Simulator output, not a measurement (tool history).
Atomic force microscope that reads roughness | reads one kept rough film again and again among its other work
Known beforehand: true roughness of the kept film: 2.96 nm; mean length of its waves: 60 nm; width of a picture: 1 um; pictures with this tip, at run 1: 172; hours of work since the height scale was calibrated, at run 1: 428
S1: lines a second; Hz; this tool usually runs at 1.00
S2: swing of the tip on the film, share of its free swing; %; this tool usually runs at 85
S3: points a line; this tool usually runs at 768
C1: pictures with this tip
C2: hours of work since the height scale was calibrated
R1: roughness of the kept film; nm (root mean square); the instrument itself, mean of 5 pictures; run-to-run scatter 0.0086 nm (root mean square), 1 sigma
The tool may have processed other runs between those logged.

run,hour,S1,S2,S3,C1,C2,R1
1,0.0,1.00,85,768,172,428,2.591
2,11.8,3.76,85,768,188,435,2.073
3,30.5,2.76,85,768,213,444,2.213
4,43.6,2.76,85,768,230,451,2.205
5,59.6,1.33,85,768,252,460,2.488
6,72.7,1.00,61,768,269,467,2.744
7,81.7,1.00,61,768,281,472,2.731
8,98.9,0.55,61,768,304,481,2.768
9,111.5,0.55,61,768,321,488,2.742
10,122.4,0.55,61,301,335,493,2.731
# hour 133.3: new tip fitted
11,142.8,0.55,61,301,13,504,2.868
12,155.0,0.55,61,301,29,510,2.865
13,165.5,0.55,61,301,43,516,2.865
14,184.8,0.55,61,265,68,526,2.854
15,193.8,0.55,61,265,80,531,2.836
16,205.6,0.55,61,265,96,537,2.825
17,215.3,1.00,85,768,109,542,2.638
18,232.2,1.00,85,768,131,551,2.605
19,240.4,1.00,85,590,142,556,2.592
20,252.6,1.00,85,590,158,562,2.588
21,271.1,1.00,85,768,183,572,2.589
22,281.9,1.00,87,768,197,578,2.552
23,298.5,1.00,85,768,220,587,2.580
24,314.0,1.00,85,768,240,595,2.566
25,322.6,1.00,85,768,252,599,2.555
26,332.0,1.00,85,768,264,604,2.544
27,342.6,1.58,63,397,278,610,2.669
28,354.2,0.54,81,397,294,616,2.665
29,372.0,1.00,64,314,317,626,2.687
30,391.2,1.00,64,314,343,636,2.683
# hour 396.2: new tip fitted
31,405.0,1.29,64,471,11,643,2.813
32,418.8,1.09,65,768,30,650,2.822
33,437.3,1.09,65,768,54,660,2.819
34,453.6,1.68,80,327,76,669,2.557
35,472.3,1.22,85,768,101,679,2.560
36,485.3,1.22,81,768,118,686,2.635
37,502.9,1.22,66,975,142,695,2.758
38,518.6,1.22,67,363,162,703,2.730
39,529.0,1.58,89,804,176,709,2.380
40,544.4,3.40,73,768,197,717,2.398
41,558.7,3.40,73,768,216,725,2.387
42,575.5,3.33,85,630,238,734,2.109
43,595.2,0.96,63,380,264,744,2.741
44,611.5,3.41,64,681,286,753,2.535
45,629.1,3.41,64,681,309,762,2.512
46,642.5,1.73,64,681,327,769,2.636
47,651.7,1.73,64,681,339,774,2.638
# hour 659.7: new tip fitted
48,662.1,1.73,64,681,4,779,2.767
49,673.6,0.65,88,669,19,785,2.721
50,691.4,1.00,85,380,42,795,2.640
51,709.0,1.00,85,380,66,804,2.634
52,728.0,1.33,85,768,91,814,2.561

A few steps of R1 between consecutive runs. Split each: what settings, incoming material and random variation would produce without the hidden state, and what is left over for the hidden state, along with gauge scatter present in only one of the two compared results (measured, and without hidden state):
Unlogged tool condition in this case: radius of the tip, nm; height scale over the true one, %; drift of the gauge itself on roughness_nm, %.
Run 1 -> 2: S1 1.00 -> 3.76. R1 -0.518 nm (root mean square): hidden state +0.003, all else -0.521.
Run 10 -> 11: new tip fitted. R1 +0.137 nm (root mean square): hidden state +0.127, all else +0.010.
Run 30 -> 31: S1 1.00 -> 1.29, S3 314 -> 471, new tip fitted. R1 +0.130 nm (root mean square): hidden state +0.151, all else -0.021.
Run 38 -> 39: S1 1.22 -> 1.58, S2 67 -> 89, S3 363 -> 804. R1 -0.350 nm (root mean square): hidden state -0.001, all else -0.349.
Run 42 -> 43: S1 3.33 -> 0.96, S2 85 -> 63, S3 630 -> 380. R1 +0.632 nm (root mean square): hidden state -0.030, all else +0.662.
Run 47 -> 48: new tip fitted. R1 +0.129 nm (root mean square): hidden state +0.148, all else -0.019.
